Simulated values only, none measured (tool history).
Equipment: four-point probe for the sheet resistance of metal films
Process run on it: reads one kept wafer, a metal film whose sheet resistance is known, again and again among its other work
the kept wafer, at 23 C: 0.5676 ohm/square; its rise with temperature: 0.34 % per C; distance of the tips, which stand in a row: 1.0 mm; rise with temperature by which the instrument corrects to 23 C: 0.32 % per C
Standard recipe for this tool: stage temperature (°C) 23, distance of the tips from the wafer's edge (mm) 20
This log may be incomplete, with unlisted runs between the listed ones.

run,hour,stage temperature (°C),distance of the tips from the wafer's edge (mm),sheet resistance as the instrument gives it (ohm/square)
1,0.0,23,20,0.569111
2,53.8,23,20,0.569198
3,98.8,23,39,0.568471
4,131.9,23,39,0.568657
5,176.3,23,39,0.568788
6,230.0,23,4,0.587122
7,298.7,33,20,0.570451
8,362.4,23,54,0.569094
9,440.2,23,54,0.569007
10,496.9,23,29,0.569270
11,535.7,23,29,0.569340
12,595.9,23,29,0.569285
13,642.8,23,29,0.569439
14,714.3,23,29,0.569314
15,757.1,23,29,0.569362
16,800.5,23,29,0.569783
17,839.2,23,29,0.569647
18,893.9,23,29,0.569743
19,971.0,19,20,0.570026
20,1032.4,19,20,0.569954
21,1093.4,23,20,0.570301
22,1138.3,23,20,0.570538
23,1209.4,23,20,0.570304
24,1276.4,23,8,0.574274
25,1327.0,23,8,0.574871
26,1374.5,24,45,0.570249
27,1435.1,26,24,0.570533
# hour 1440.5: stage's thermometer calibrated
28,1514.6,29,7,0.576944
29,1554.5,20,12,0.572057
30,1628.1,31,9,0.574948
31,1699.8,31,9,0.574904
32,1761.0,22,16,0.571857
33,1793.1,19,7,0.576436
# hour 1807.6: stage's thermometer calibrated, once more
34,1859.2,19,7,0.575361
35,1898.2,19,7,0.575410
36,1948.8,25,11,0.572590
37,1998.9,27,11,0.572572
38,2057.1,27,11,0.572609
39,2114.9,34,6,0.579175
40,2185.3,23,4,0.588392
41,2236.1,20,20,0.570521
42,2284.3,27,15,0.571755
43,2355.1,20,12,0.571746
44,2399.3,22,12,0.572131
45,2435.3,25,10,0.573412

Below, some changes in sheet resistance as the instrument gives it (ohm/square) between adjacent runs. For each, the amount present without the hidden state too (settings, incoming material, random variation) and the amount remaining for the hidden state with gauge scatter not shared by both compared results:
The tool's hidden condition here consists of: inner tips' distance over the nominal, %; tips' flats over new ones', %; wafer's true temperature over the reading, C; drift of the gauge itself on sheet_ohm, %.
Run 5 -> 6: distance of the tips from the wafer's edge (mm) 39 -> 4. sheet resistance as the instrument gives it (ohm/square) +0.018334: hidden state +0.000091, all else +0.018243.
Run 6 -> 7: stage temperature (°C) 23 -> 33, distance of the tips from the wafer's edge (mm) 4 -> 20. sheet resistance as the instrument gives it (ohm/square) -0.016671: hidden state +0.000031, all else -0.016702.
Run 27 -> 28: stage temperature (°C) 26 -> 29, distance of the tips from the wafer's edge (mm) 24 -> 7, stage's thermometer calibrated. sheet resistance as the instrument gives it (ohm/square) +0.006411: hidden state +0.000312, all else +0.006099.
Run 33 -> 34: stage's thermometer calibrated, once more. sheet resistance as the instrument gives it (ohm/square) -0.001075: hidden state -0.001169, all else +0.000094.
Run 39 -> 40: stage temperature (°C) 34 -> 23, distance of the tips from the wafer's edge (mm) 6 -> 4. sheet resistance as the instrument gives it (ohm/square) +0.009217: hidden state +0.000125, all else +0.009092.
Run 40 -> 41: stage temperature (°C) 23 -> 20, distance of the tips from the wafer's edge (mm) 4 -> 20. sheet resistance as the instrument gives it (ohm/square) -0.017871: hidden state -0.000010, all else -0.017861.
